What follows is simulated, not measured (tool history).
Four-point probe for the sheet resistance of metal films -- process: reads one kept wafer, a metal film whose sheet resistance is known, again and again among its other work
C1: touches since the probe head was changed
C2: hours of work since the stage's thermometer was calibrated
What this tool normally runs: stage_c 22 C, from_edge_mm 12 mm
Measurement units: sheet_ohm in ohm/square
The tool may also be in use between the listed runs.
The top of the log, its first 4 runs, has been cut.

Run 5, hour 49.5: usual settings; C1 58090; C2 308. Result: sheet_ohm 0.331758 ohm/square.
Run 6, hour 62.3: usual settings but stage_c 26 C; C1 58364; C2 314. Result: sheet_ohm 0.33153 ohm/square.
Run 7, hour 81.7: usual settings but from_edge_mm 38 mm; C1 58779; C2 324. Result: sheet_ohm 0.331299 ohm/square.
Run 8, hour 101.2: usual settings but from_edge_mm 38 mm; C1 59199; C2 333. Result: sheet_ohm 0.331467 ohm/square.
Run 9, hour 114.3: usual settings but from_edge_mm 38 mm; C1 59479; C2 339. Result: sheet_ohm 0.331506 ohm/square.
Run 10, hour 124.5: usual settings but from_edge_mm 38 mm; C1 59697; C2 344. Result: sheet_ohm 0.331566 ohm/square.
Run 11, hour 136.7: usual settings but stage_c 31 C; C1 59959; C2 350. Result: sheet_ohm 0.331213 ohm/square.
Run 12, hour 156: usual settings but stage_c 31 C; C1 60371; C2 359. Result: sheet_ohm 0.331186 ohm/square.
Run 13, hour 174.8: usual settings; C1 60774; C2 368. Result: sheet_ohm 0.331805 ohm/square.
Run 14, hour 186.8: usual settings; C1 61032; C2 373. Result: sheet_ohm 0.331755 ohm/square.
Run 15, hour 207: usual settings; C1 61466; C2 383. Result: sheet_ohm 0.331709 ohm/square.
Run 16, hour 219.2: usual settings; C1 61726; C2 389. Result: sheet_ohm 0.331774 ohm/square.
Run 17, hour 231.1: usual settings but from_edge_mm 21 mm; C1 61982; C2 394. Result: sheet_ohm 0.33155 ohm/square.
Run 18, hour 245.7: usual settings; C1 62295; C2 401. Result: sheet_ohm 0.331936 ohm/square.
Run 19, hour 267.1: usual settings; C1 62754; C2 412. Result: sheet_ohm 0.33167 ohm/square.
Run 20, hour 285.5: usual settings; C1 63146; C2 420. Result: sheet_ohm 0.331795 ohm/square.
Run 21, hour 307.7: usual settings; C1 63622; C2 431. Result: sheet_ohm 0.331935 ohm/square.
Run 22, hour 325.3: usual settings; C1 63999; C2 439. Result: sheet_ohm 0.331786 ohm/square.
Run 23, hour 339.3: usual settings but stage_c 19 C; C1 64300; C2 446. Result: sheet_ohm 0.332033 ohm/square.
Run 24, hour 356.8: usual settings but stage_c 31 C, from_edge_mm 6 mm; C1 64676; C2 454. Result: sheet_ohm 0.332001 ohm/square.
Run 25, hour 367.5: usual settings but stage_c 31 C, from_edge_mm 6 mm; C1 64905; C2 459. Result: sheet_ohm 0.332043 ohm/square.
Run 26, hour 377.3: usual settings but stage_c 31 C, from_edge_mm 6 mm; C1 65114; C2 464. Result: sheet_ohm 0.332056 ohm/square.
Run 27, hour 389.4: usual settings but stage_c 31 C, from_edge_mm 6 mm; C1 65374; C2 470. Result: sheet_ohm 0.332086 ohm/square.
Run 28, hour 407.9: usual settings but from_edge_mm 26 mm; C1 65770; C2 478. Result: sheet_ohm 0.331759 ohm/square.

What does the tool deliver on the next run?
Run 29, hour 423.7: usual settings but from_edge_mm 26 mm; C1 66109; C2 486. Result: sheet_ohm ?.

sheet_ohm: 0.331557 ohm/square
With no hidden state in the tool, this same run would have given sheet_ohm 0.331556 ohm/square.

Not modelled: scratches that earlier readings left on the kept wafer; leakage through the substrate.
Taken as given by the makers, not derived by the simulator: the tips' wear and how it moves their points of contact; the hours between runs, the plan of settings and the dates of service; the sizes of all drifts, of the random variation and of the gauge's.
